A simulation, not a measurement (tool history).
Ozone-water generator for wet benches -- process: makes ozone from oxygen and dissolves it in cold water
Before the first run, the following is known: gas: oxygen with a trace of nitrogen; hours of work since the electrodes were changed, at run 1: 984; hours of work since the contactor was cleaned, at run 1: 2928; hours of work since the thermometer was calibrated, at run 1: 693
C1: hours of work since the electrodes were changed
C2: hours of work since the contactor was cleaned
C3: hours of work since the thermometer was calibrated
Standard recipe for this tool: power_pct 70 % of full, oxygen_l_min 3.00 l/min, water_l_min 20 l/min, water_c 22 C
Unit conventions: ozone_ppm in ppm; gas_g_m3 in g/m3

run 1 hour=0.0 | power_pct=70 oxygen_l_min=3.00 water_l_min=20 water_c=22 | C1=984 C2=2928 C3=693 | ozone_ppm=19.5 gas_g_m3=238.7
run 2 hour=108.5 | power_pct=70 oxygen_l_min=3.00 water_l_min=20 water_c=18 | C1=1064 C2=3008 C3=773 | ozone_ppm=20.3 gas_g_m3=238.5
run 3 hour=229.3 | power_pct=70 oxygen_l_min=3.00 water_l_min=20 water_c=18 | C1=1153 C2=3096 C3=862 | ozone_ppm=20.0 gas_g_m3=239.1
run 4 hour=367.0 | power_pct=70 oxygen_l_min=3.00 water_l_min=20 water_c=22 | C1=1254 C2=3197 C3=963 | ozone_ppm=19.3 gas_g_m3=241.1
run 5 hour=475.9 | power_pct=70 oxygen_l_min=3.00 water_l_min=20 water_c=22 | C1=1333 C2=3277 C3=1042 | ozone_ppm=19.2 gas_g_m3=237.5
run 6 hour=676.7 | power_pct=70 oxygen_l_min=3.00 water_l_min=20 water_c=22 | C1=1481 C2=3424 C3=1190 | ozone_ppm=19.2 gas_g_m3=240.6
run 7 hour=795.9 | power_pct=70 oxygen_l_min=4.86 water_l_min=20 water_c=22 | C1=1568 C2=3512 C3=1277 | ozone_ppm=18.7 gas_g_m3=178.4
run 8 hour=941.5 | power_pct=70 oxygen_l_min=4.86 water_l_min=20 water_c=28 | C1=1675 C2=3618 C3=1384 | ozone_ppm=17.3 gas_g_m3=179.6
run 9 hour=1119.7 | power_pct=70 oxygen_l_min=3.00 water_l_min=20 water_c=22 | C1=1806 C2=3749 C3=1515 | ozone_ppm=18.9 gas_g_m3=235.8
run 10 hour=1310.5 | power_pct=70 oxygen_l_min=3.00 water_l_min=20 water_c=23 | C1=1946 C2=3889 C3=1654 | ozone_ppm=18.6 gas_g_m3=237.6
run 11 hour=1404.8 | power_pct=70 oxygen_l_min=3.00 water_l_min=20 water_c=23 | C1=2015 C2=3958 C3=1724 | ozone_ppm=18.7 gas_g_m3=236.5
run 12 hour=1601.3 | power_pct=70 oxygen_l_min=3.00 water_l_min=20 water_c=23 | C1=2159 C2=4102 C3=1868 | ozone_ppm=18.1 gas_g_m3=235.2
run 13 hour=1727.2 | power_pct=70 oxygen_l_min=3.00 water_l_min=20 water_c=23 | C1=2251 C2=4195 C3=1960 | ozone_ppm=18.6 gas_g_m3=235.7
run 14 hour=1925.7 | power_pct=70 oxygen_l_min=3.00 water_l_min=20 water_c=22 | C1=2397 C2=4340 C3=2106 | ozone_ppm=18.3 gas_g_m3=235.9
run 15 hour=2123.5 | power_pct=70 oxygen_l_min=3.00 water_l_min=20 water_c=22 | C1=2542 C2=4485 C3=2251 | ozone_ppm=18.3 gas_g_m3=234.4
run 16 hour=2269.2 | power_pct=70 oxygen_l_min=3.00 water_l_min=20 water_c=22 | C1=2649 C2=4592 C3=2358 | ozone_ppm=18.5 gas_g_m3=233.4
run 17 hour=2410.5 | power_pct=70 oxygen_l_min=3.00 water_l_min=20 water_c=22 | C1=2752 C2=4696 C3=2461 | ozone_ppm=18.2 gas_g_m3=234.0
run 18 hour=2597.5 | power_pct=92 oxygen_l_min=3.81 water_l_min=20 water_c=22 | C1=2889 C2=4833 C3=2598 | ozone_ppm=22.6 gas_g_m3=247.7
run 19 hour=2699.0 | power_pct=70 oxygen_l_min=3.00 water_l_min=20 water_c=23 | C1=2964 C2=4907 C3=2673 | ozone_ppm=17.8 gas_g_m3=234.1
run 20 hour=2840.4 | power_pct=70 oxygen_l_min=3.00 water_l_min=19 water_c=23 | C1=3068 C2=5011 C3=2776 | ozone_ppm=18.7 gas_g_m3=234.5
run 21 hour=2938.7 | power_pct=43 oxygen_l_min=3.00 water_l_min=20 water_c=22 | C1=3140 C2=5083 C3=2849 | ozone_ppm=12.5 gas_g_m3=161.0
run 22 hour=3101.1 | power_pct=43 oxygen_l_min=3.00 water_l_min=20 water_c=22 | C1=3259 C2=5202 C3=2968 | ozone_ppm=12.5 gas_g_m3=159.2
run 23 hour=3259.8 | power_pct=43 oxygen_l_min=3.00 water_l_min=20 water_c=22 | C1=3375 C2=5319 C3=3084 | ozone_ppm=12.5 gas_g_m3=158.8
run 24 hour=3422.7 | power_pct=54 oxygen_l_min=2.42 water_l_min=20 water_c=29 | C1=3495 C2=5438 C3=3203 | ozone_ppm=13.8 gas_g_m3=215.6
run 25 hour=3613.9 | power_pct=70 oxygen_l_min=3.21 water_l_min=20 water_c=19 | C1=3635 C2=5578 C3=3344 | ozone_ppm=18.5 gas_g_m3=220.0
run 26 hour=3785.7 | power_pct=45 oxygen_l_min=4.99 water_l_min=20 water_c=22 | C1=3761 C2=5704 C3=3470 | ozone_ppm=12.7 gas_g_m3=121.6
run 27 hour=3961.5 | power_pct=45 oxygen_l_min=4.99 water_l_min=20 water_c=22 | C1=3890 C2=5833 C3=3599 | ozone_ppm=12.9 gas_g_m3=121.3
run 28 hour=4140.3 | power_pct=45 oxygen_l_min=4.99 water_l_min=20 water_c=22 | C1=4021 C2=5964 C3=3730 | ozone_ppm=12.6 gas_g_m3=121.4
run 29 hour=4320.0 | power_pct=45 oxygen_l_min=4.99 water_l_min=20 water_c=22 | C1=4153 C2=6096 C3=3862 | ozone_ppm=12.6 gas_g_m3=120.6
run 30 hour=4407.0 | power_pct=45 oxygen_l_min=4.99 water_l_min=13 water_c=17 | C1=4216 C2=6160 C3=3925 | ozone_ppm=18.6 gas_g_m3=121.0
run 31 hour=4509.8 | power_pct=68 oxygen_l_min=2.44 water_l_min=20 water_c=22 | C1=4292 C2=6235 C3=4001 | ozone_ppm=16.7 gas_g_m3=251.6
run 32 hour=4701.6 | power_pct=70 oxygen_l_min=5.08 water_l_min=29 water_c=14 | C1=4433 C2=6376 C3=4141 | ozone_ppm=13.6 gas_g_m3=164.1
run 33 hour=4815.3 | power_pct=70 oxygen_l_min=5.08 water_l_min=29 water_c=14 | C1=4516 C2=6459 C3=4225 | ozone_ppm=13.7 gas_g_m3=166.3

Measured result minus the same run's result without the hidden state. Both carry the same run-to-run variation, though not necessarily the same gauge scatter:
Hidden conditions of the tool in this case: yield of the discharge, % of new electrodes'; contactor's efficiency, % of a clean one's; true water temperature over the reading, C; drift of the gauge itself on ozone_ppm, %; drift of the gauge itself on gas_g_m3, %.
run=1 ozone_ppm=-1.3 gas_g_m3=-5.8
run=2 ozone_ppm=-1.4 gas_g_m3=-6.1
run=3 ozone_ppm=-1.4 gas_g_m3=-6.5
run=4 ozone_ppm=-1.5 gas_g_m3=-6.9
run=5 ozone_ppm=-1.5 gas_g_m3=-7.1
run=6 ozone_ppm=-1.5 gas_g_m3=-7.8
run=7 ozone_ppm=-1.6 gas_g_m3=-6.1
run=8 ozone_ppm=-1.5 gas_g_m3=-6.4
run=9 ozone_ppm=-1.7 gas_g_m3=-9.0
run=10 ozone_ppm=-1.8 gas_g_m3=-9.7
run=11 ozone_ppm=-1.9 gas_g_m3=-10.0
run=12 ozone_ppm=-2.0 gas_g_m3=-10.4
run=13 ozone_ppm=-2.0 gas_g_m3=-10.9
run=14 ozone_ppm=-2.1 gas_g_m3=-11.5
run=15 ozone_ppm=-2.2 gas_g_m3=-12.1
run=16 ozone_ppm=-2.3 gas_g_m3=-12.4
run=17 ozone_ppm=-2.3 gas_g_m3=-12.9
run=18 ozone_ppm=-3.3 gas_g_m3=-17.4
run=19 ozone_ppm=-2.5 gas_g_m3=-13.8
run=20 ozone_ppm=-2.6 gas_g_m3=-14.1
run=21 ozone_ppm=-1.4 gas_g_m3=-6.1
run=22 ozone_ppm=-1.5 gas_g_m3=-6.3
run=23 ozone_ppm=-1.6 gas_g_m3=-6.5
run=24 ozone_ppm=-1.9 gas_g_m3=-11.7
run=25 ozone_ppm=-3.0 gas_g_m3=-15.6
run=26 ozone_ppm=-1.8 gas_g_m3=-5.8
run=27 ozone_ppm=-1.8 gas_g_m3=-6.0
run=28 ozone_ppm=-1.8 gas_g_m3=-6.1
run=29 ozone_ppm=-1.9 gas_g_m3=-6.3
run=30 ozone_ppm=-2.3 gas_g_m3=-6.5
run=31 ozone_ppm=-3.1 gas_g_m3=-20.5
run=32 ozone_ppm=-3.0 gas_g_m3=-14.2
run=33 ozone_ppm=-3.1 gas_g_m3=-14.6
